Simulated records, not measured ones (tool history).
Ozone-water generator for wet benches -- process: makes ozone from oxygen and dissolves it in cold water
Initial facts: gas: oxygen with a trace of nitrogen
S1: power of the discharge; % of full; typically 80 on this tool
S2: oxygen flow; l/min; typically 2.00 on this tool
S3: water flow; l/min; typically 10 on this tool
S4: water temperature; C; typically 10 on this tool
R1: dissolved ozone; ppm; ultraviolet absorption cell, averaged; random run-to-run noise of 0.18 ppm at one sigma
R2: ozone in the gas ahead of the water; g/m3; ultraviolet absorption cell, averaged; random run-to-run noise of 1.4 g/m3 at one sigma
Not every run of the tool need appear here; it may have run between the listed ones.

run,day,S1,S2,S3,S4,R1,R2
1,0.000,80,2.00,10,10,22.6,260.9
2,6.762,80,2.00,10,10,22.6,261.5
3,11.625,80,2.00,10,10,22.5,257.7
4,18.492,80,2.00,10,10,22.6,260.9
5,22.258,80,2.00,10,10,22.2,262.0
6,29.912,80,2.00,10,12,22.0,255.7
7,35.033,80,2.00,10,10,22.4,255.7
8,40.633,80,2.00,10,10,22.2,254.5
9,45.983,80,2.00,10,10,22.2,257.1
10,51.333,67,2.00,10,10,20.1,227.4
11,58.033,67,2.00,10,10,20.0,227.9
# day 63.596: contactor cleaned
12,66.033,80,2.00,7,10,33.0,255.0
13,73.279,80,1.09,7,17,31.7,389.7
14,77.650,72,2.23,8,12,26.1,220.9
15,83.100,72,2.23,8,12,26.3,220.2
16,88.646,80,1.39,10,10,23.0,327.4
17,94.358,73,1.07,6,10,37.4,371.7
18,98.467,80,1.83,11,10,20.8,266.4
19,101.821,80,1.42,11,5,21.2,321.5
20,108.625,80,1.42,11,5,21.1,318.1
21,116.267,92,1.71,13,7,19.1,308.1
22,121.712,92,1.71,12,7,20.7,306.3
23,129.662,92,3.56,13,8,19.0,183.8
24,136.025,92,3.56,13,8,19.0,183.1

Here are 5 independent what-if runs from the current tool condition. What would each one return?
A,143.733,92,3.56,11,18,?,?
B,143.733,80,2.00,12,5,?,?
C,143.733,80,2.00,12,6,?,?
D,143.733,80,2.00,6,10,?,?
E,143.733,92,2.59,9,8,?,?

run,R1,R2
A,19.1,182.3
B,19.2,249.4
C,19.2,249.9
D,37.2,248.0
E,27.9,226.4
What these runs would have given with no unlogged condition in the tool:
run,R1,R2
A,21.3,200.2
B,21.2,271.9
C,21.2,272.4
D,40.9,270.4
E,31.0,248.6

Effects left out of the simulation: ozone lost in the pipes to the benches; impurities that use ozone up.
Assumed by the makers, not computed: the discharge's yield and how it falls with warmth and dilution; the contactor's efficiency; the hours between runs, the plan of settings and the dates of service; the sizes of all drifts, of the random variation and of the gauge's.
